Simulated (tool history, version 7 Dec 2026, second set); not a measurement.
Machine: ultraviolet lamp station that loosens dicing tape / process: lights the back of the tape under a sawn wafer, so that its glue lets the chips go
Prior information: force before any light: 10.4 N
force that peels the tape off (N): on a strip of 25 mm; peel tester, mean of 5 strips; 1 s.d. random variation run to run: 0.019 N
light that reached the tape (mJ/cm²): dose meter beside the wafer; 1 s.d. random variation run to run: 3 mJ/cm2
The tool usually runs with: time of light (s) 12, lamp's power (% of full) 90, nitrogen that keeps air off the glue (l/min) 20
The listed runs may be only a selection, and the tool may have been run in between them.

run   hour  time of light (s)  lamp's power (% of full)  nitrogen that keeps air off the glue (l/min)  force that peels the tape off (N)  light that reached the tape (mJ/cm²)
  1    0.0                 12                        90                                            20                              1.173                                   383
  2   11.8                 12                        90                                            20                              1.145                                   380
  3   26.7                 12                        90                                            20                              1.193                                   381
  4   39.2                 12                        90                                            38                              0.809                                   377
  5   47.9                 12                        90                                            20                              1.170                                   377
  6   64.5                 12                        90                                            20                              1.226                                   369
  7   79.9                 12                        90                                            20                              1.241                                   373
  8   96.4                 12                        90                                            20                              1.308                                   364
  9  113.3                 12                        90                                            20                              1.277                                   362
 10  129.4                 12                        68                                            20                              2.041                                   273
 11  147.2                 12                        68                                             6                              3.860                                   270
 12  159.0                 12                        68                                             6                              3.884                                   271
 13  175.7                 12                        90                                            20                              1.403                                   353
     189.3  -- window cleaned of glue's vapour
 14  191.6                 12                        90                                            20                              1.116                                   387
 15  206.9                 12                        90                                            20                              1.181                                   387
 16  219.3                 12                        90                                            20                              1.175                                   383
 17  236.0                 12                        90                                            20                              1.201                                   385
 18  244.9                 12                        70                                            20                              1.897                                   295
 19  257.9                 12                        90                                            20                              1.182                                   376
 20  270.4                 12                        90                                            20                              1.212                                   373
 21  283.8                 10                        90                                            20                              1.728                                   310
 22  291.9                 10                        90                                            20                              1.669                                   309
 23  301.5                 10                        90                                            12                              2.330                                   308
 24  317.9                 10                        90                                            12                              2.437                                   300
 25  331.3                  7                        96                                            20                              2.802                                   229
 26  345.7                  7                        96                                            20                              2.727                                   226
 27  362.5                 22                        66                                            20                              0.722                                   479
 28  370.6                 11                        69                                             7                              4.005                                   247
 29  379.7                 11                        69                                             7                              3.940                                   249
 30  393.6                 16                        60                                            25                              1.500                                   314
 31  403.6                 16                        60                                            25                              1.510                                   310
 32  417.4                 16                        60                                            25                              1.544                                   309
 33  428.8                 16                        60                                            25                              1.525                                   312
 34  446.0                 16                        60                                            25                              1.585                                   306
 35  460.1                 14                        84                                             7                              2.445                                   370
 36  470.5                 18                        75                                            29                              0.743                                   419
 37  483.6                 18                        88                                            28                              0.517                                   491
 38  496.5                 18                        88                                            28                              0.541                                   496
 39  512.9                 14                        79                                             7                              2.758                                   341
 40  524.3                 12                        67                                             9                              3.531                                   243
 41  533.0                 12                        84                                             6                              3.363                                   307
 42  541.0                 12                        94                                            29                              1.100                                   340
 43  554.4                 12                        94                                            29                              1.129                                   341
 44  569.2                 10                        88                                            12                              2.976                                   265

Hidden state or all else? Some run-to-run changes of force that peels the tape off (N), split into what the settings, what came in and random variation would give without the hidden state, and what is left for the hidden state (with any gauge scatter that isn't in both results):
Unlogged tool condition in this case: lamp's light, % of a new lamp's; light that the window lets through, % of a clean one's; drift of the gauge itself on peel_n, %; drift of the gauge itself on dose_mj_cm2, %.
Run 12 -> 13: lamp's power (% of full) 68 -> 90, nitrogen that keeps air off the glue (l/min) 6 -> 20. force that peels the tape off (N) -2.481: hidden state -0.260, all else -2.221.
Run 27 -> 28: time of light (s) 22 -> 11, lamp's power (% of full) 66 -> 69, nitrogen that keeps air off the glue (l/min) 20 -> 7. force that peels the tape off (N) +3.283: hidden state +0.493, all else +2.790.
Run 29 -> 30: time of light (s) 11 -> 16, lamp's power (% of full) 69 -> 60, nitrogen that keeps air off the glue (l/min) 7 -> 25. force that peels the tape off (N) -2.440: hidden state -0.246, all else -2.194.
Run 38 -> 39: time of light (s) 18 -> 14, lamp's power (% of full) 88 -> 79, nitrogen that keeps air off the glue (l/min) 28 -> 7. force that peels the tape off (N) +2.217: hidden state +0.654, all else +1.563.
Run 43 -> 44: time of light (s) 12 -> 10, lamp's power (% of full) 94 -> 88, nitrogen that keeps air off the glue (l/min) 29 -> 12. force that peels the tape off (N) +1.847: hidden state +0.492, all else +1.355.

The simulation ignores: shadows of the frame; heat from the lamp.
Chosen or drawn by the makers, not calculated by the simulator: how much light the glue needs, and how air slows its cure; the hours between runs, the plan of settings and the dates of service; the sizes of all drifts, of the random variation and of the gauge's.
